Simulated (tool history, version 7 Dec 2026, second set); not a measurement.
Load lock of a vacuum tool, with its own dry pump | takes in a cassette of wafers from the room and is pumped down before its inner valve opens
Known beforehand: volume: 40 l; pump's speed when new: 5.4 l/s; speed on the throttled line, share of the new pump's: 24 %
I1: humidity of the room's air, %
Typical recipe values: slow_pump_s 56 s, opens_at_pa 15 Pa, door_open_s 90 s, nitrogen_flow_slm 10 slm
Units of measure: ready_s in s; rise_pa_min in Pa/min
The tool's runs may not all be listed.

Run 1, hour 0.0: usual settings; I1 45.6. Result: ready_s 108.7 s, rise_pa_min 0.041 Pa/min.
Run 2, hour 166.9: usual settings; I1 44.3. Result: ready_s 108.6 s, rise_pa_min 0.042 Pa/min.
Run 3, hour 257.5: usual settings; I1 44.8. Result: ready_s 108.4 s, rise_pa_min 0.041 Pa/min.
Run 4, hour 397.6: usual settings; I1 46.7. Result: ready_s 109.5 s, rise_pa_min 0.042 Pa/min.
Run 5, hour 523.9: usual settings; I1 44.6. Result: ready_s 108.4 s, rise_pa_min 0.043 Pa/min.
Run 6, hour 660.5: usual settings but opens_at_pa 10 Pa; I1 48.2. Result: ready_s 111.5 s, rise_pa_min 0.037 Pa/min.
Run 7, hour 759.4: usual settings; I1 47.3. Result: ready_s 109.2 s, rise_pa_min 0.045 Pa/min.
Run 8, hour 954.4: usual settings; I1 43.1. Result: ready_s 110.0 s, rise_pa_min 0.035 Pa/min.
Run 9, hour 1114.4: usual settings; I1 43.7. Result: ready_s 111.1 s, rise_pa_min 0.046 Pa/min.
Run 10, hour 1248.7: usual settings but slow_pump_s 101 s, opens_at_pa 13 Pa, door_open_s 145 s, nitrogen_flow_slm 13 slm; I1 40.2. Result: ready_s 143.5 s, rise_pa_min 0.038 Pa/min.
Run 11, hour 1447.0: usual settings but slow_pump_s 101 s, opens_at_pa 13 Pa, door_open_s 145 s, nitrogen_flow_slm 13 slm; I1 46.5. Result: ready_s 145.6 s, rise_pa_min 0.043 Pa/min.
Run 12, hour 1634.5: usual settings but slow_pump_s 84 s, door_open_s 34 s; I1 44.6. Result: ready_s 131.5 s, rise_pa_min 0.031 Pa/min.
Run 13, hour 1742.1: usual settings but slow_pump_s 63 s, door_open_s 197 s, nitrogen_flow_slm 19 slm; I1 46.6. Result: ready_s 115.5 s, rise_pa_min 0.035 Pa/min.
Run 14, hour 1906.6: usual settings but slow_pump_s 63 s, door_open_s 197 s, nitrogen_flow_slm 19 slm; I1 47.5. Result: ready_s 115.5 s, rise_pa_min 0.039 Pa/min.
Run 15, hour 2043.1: usual settings but slow_pump_s 63 s, door_open_s 197 s, nitrogen_flow_slm 19 slm; I1 45.4. Result: ready_s 115.5 s, rise_pa_min 0.038 Pa/min.
Run 16, hour 2163.2: usual settings but slow_pump_s 63 s, door_open_s 64 s, nitrogen_flow_slm 19 slm; I1 45.0. Result: ready_s 116.2 s, rise_pa_min 0.031 Pa/min.
Run 17, hour 2255.1: usual settings but slow_pump_s 30 s, door_open_s 126 s, nitrogen_flow_slm 8 slm; I1 45.3. Result: ready_s 91.8 s, rise_pa_min 0.060 Pa/min.
Run 18, hour 2453.5: usual settings but slow_pump_s 32 s, opens_at_pa 27 Pa, door_open_s 53 s; I1 49.4. Result: ready_s 87.7 s, rise_pa_min 0.043 Pa/min.

What if the next run were any one of these 4? Each begins from the tool's condition after run 18:
Run A, hour 2611.6: usual settings but slow_pump_s 50 s, opens_at_pa 27 Pa, door_open_s 53 s, nitrogen_flow_slm 8 slm; I1 47.1. Result: ready_s ?, rise_pa_min ?.
Run B, hour 2611.6: usual settings but slow_pump_s 32 s, opens_at_pa 30 Pa, door_open_s 53 s; I1 46.2. Result: ready_s ?, rise_pa_min ?.
Run C, hour 2611.6: usual settings but slow_pump_s 80 s, opens_at_pa 27 Pa, door_open_s 29 s; I1 45.9. Result: ready_s ?, rise_pa_min ?.
Run D, hour 2611.6: usual settings but opens_at_pa 21 Pa, door_open_s 76 s; I1 42.9. Result: ready_s ?, rise_pa_min ?.

run  ready_s  rise_pa_min
  A    101.4        0.046
  B     87.1        0.049
  C    124.6        0.037
  D    108.0        0.042
With no hidden state in the tool, these same runs would have given:
run  ready_s  rise_pa_min
  A     98.8        0.039
  B     84.4        0.042
  C    122.4        0.030
  D    105.5        0.035
